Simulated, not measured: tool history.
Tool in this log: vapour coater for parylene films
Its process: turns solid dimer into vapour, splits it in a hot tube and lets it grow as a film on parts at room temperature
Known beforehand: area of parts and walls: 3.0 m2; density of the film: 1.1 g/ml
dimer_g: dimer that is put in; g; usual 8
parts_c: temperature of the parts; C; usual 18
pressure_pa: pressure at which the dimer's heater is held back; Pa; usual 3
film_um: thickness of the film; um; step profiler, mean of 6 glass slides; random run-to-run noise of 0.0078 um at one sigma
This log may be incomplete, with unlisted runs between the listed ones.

{"run": 1, "hour": 0.0, "dimer_g": 8, "parts_c": 18, "pressure_pa": 3, "film_um": 1.557}
{"run": 2, "hour": 14.0, "dimer_g": 8, "parts_c": 18, "pressure_pa": 3, "film_um": 1.566}
{"run": 3, "hour": 24.7, "dimer_g": 8, "parts_c": 21, "pressure_pa": 3, "film_um": 1.481}
{"run": 4, "hour": 34.5, "dimer_g": 8, "parts_c": 18, "pressure_pa": 3, "film_um": 1.563}
{"run": 5, "hour": 47.9, "dimer_g": 8, "parts_c": 18, "pressure_pa": 3, "film_um": 1.546}
{"run": 6, "hour": 65.5, "dimer_g": 8, "parts_c": 18, "pressure_pa": 3, "film_um": 1.563}
{"run": 7, "hour": 76.9, "dimer_g": 8, "parts_c": 29, "pressure_pa": 3, "film_um": 1.292}
{"run": 8, "hour": 84.9, "dimer_g": 8, "parts_c": 29, "pressure_pa": 3, "film_um": 1.289}
{"run": 9, "hour": 92.7, "dimer_g": 8, "parts_c": 29, "pressure_pa": 3, "film_um": 1.287}
{"run": 10, "hour": 102.3, "dimer_g": 8, "parts_c": 29, "pressure_pa": 3, "film_um": 1.279}
{"run": 11, "hour": 116.6, "dimer_g": 8, "parts_c": 12, "pressure_pa": 3, "film_um": 1.724}
{"run": 12, "hour": 126.2, "dimer_g": 8, "parts_c": 12, "pressure_pa": 3, "film_um": 1.709}
{"run": 13, "hour": 145.0, "dimer_g": 8, "parts_c": 15, "pressure_pa": 3, "film_um": 1.606}
{"run": 14, "hour": 153.9, "dimer_g": 8, "parts_c": 15, "pressure_pa": 3, "film_um": 1.623}
{"run": 15, "hour": 164.2, "dimer_g": 8, "parts_c": 15, "pressure_pa": 3, "film_um": 1.624}
{"run": 16, "hour": 182.4, "dimer_g": 8, "parts_c": 18, "pressure_pa": 3, "film_um": 1.552}
{"run": 17, "hour": 192.0, "dimer_g": 8, "parts_c": 18, "pressure_pa": 3, "film_um": 1.533}
{"run": 18, "hour": 209.0, "dimer_g": 8, "parts_c": 18, "pressure_pa": 3, "film_um": 1.53}
{"run": 19, "hour": 219.7, "dimer_g": 8, "parts_c": 18, "pressure_pa": 3, "film_um": 1.539}
{"run": 20, "hour": 230.9, "dimer_g": 4, "parts_c": 18, "pressure_pa": 2.06, "film_um": 0.788}
{"run": 21, "hour": 244.9, "dimer_g": 8, "parts_c": 10, "pressure_pa": 4.73, "film_um": 1.699}
{"run": 22, "hour": 256.4, "dimer_g": 3, "parts_c": 23, "pressure_pa": 2.45, "film_um": 0.523}
{"run": 23, "hour": 269.5, "dimer_g": 14, "parts_c": 10, "pressure_pa": 9.9, "film_um": 2.814}
{"run": 24, "hour": 281.9, "dimer_g": 8, "parts_c": 11, "pressure_pa": 5.97, "film_um": 1.643}
{"run": 25, "hour": 299.8, "dimer_g": 8, "parts_c": 11, "pressure_pa": 5.97, "film_um": 1.63}
{"run": 26, "hour": 308.5, "dimer_g": 4, "parts_c": 18, "pressure_pa": 9.14, "film_um": 0.703}
{"hour": 317.4, "done": "trap's valve overhauled"}
{"run": 27, "hour": 331.0, "dimer_g": 14, "parts_c": 18, "pressure_pa": 7.31, "film_um": 2.507}
{"run": 28, "hour": 342.0, "dimer_g": 5, "parts_c": 18, "pressure_pa": 4.12, "film_um": 0.912}
{"run": 29, "hour": 349.5, "dimer_g": 5, "parts_c": 18, "pressure_pa": 4.12, "film_um": 0.932}
{"run": 30, "hour": 364.4, "dimer_g": 5, "parts_c": 14, "pressure_pa": 4.83, "film_um": 0.986}
{"run": 31, "hour": 374.1, "dimer_g": 5, "parts_c": 25, "pressure_pa": 4.51, "film_um": 0.829}

Consider 5 possible next runs. They are alternatives, not a sequence: every one starts from the tool as it was left by run 31. What does each give?
{"run": "A", "hour": 382.6, "dimer_g": 11, "parts_c": 19, "pressure_pa": 2.73, "film_um": "?"}
{"run": "B", "hour": 382.6, "dimer_g": 8, "parts_c": 10, "pressure_pa": 2.85, "film_um": "?"}
{"run": "C", "hour": 382.6, "dimer_g": 6, "parts_c": 28, "pressure_pa": 4.51, "film_um": "?"}
{"run": "D", "hour": 382.6, "dimer_g": 7, "parts_c": 20, "pressure_pa": 5.88, "film_um": "?"}
{"run": "E", "hour": 382.6, "dimer_g": 13, "parts_c": 22, "pressure_pa": 4.83, "film_um": "?"}

run=A film_um=2.06
run=B film_um=1.743
run=C film_um=0.938
run=D film_um=1.223
run=E film_um=2.238
Had the tool no hidden state, the same runs would have come out as:
run=A film_um=2.118
run=B film_um=1.792
run=C film_um=0.965
run=D film_um=1.257
run=E film_um=2.301
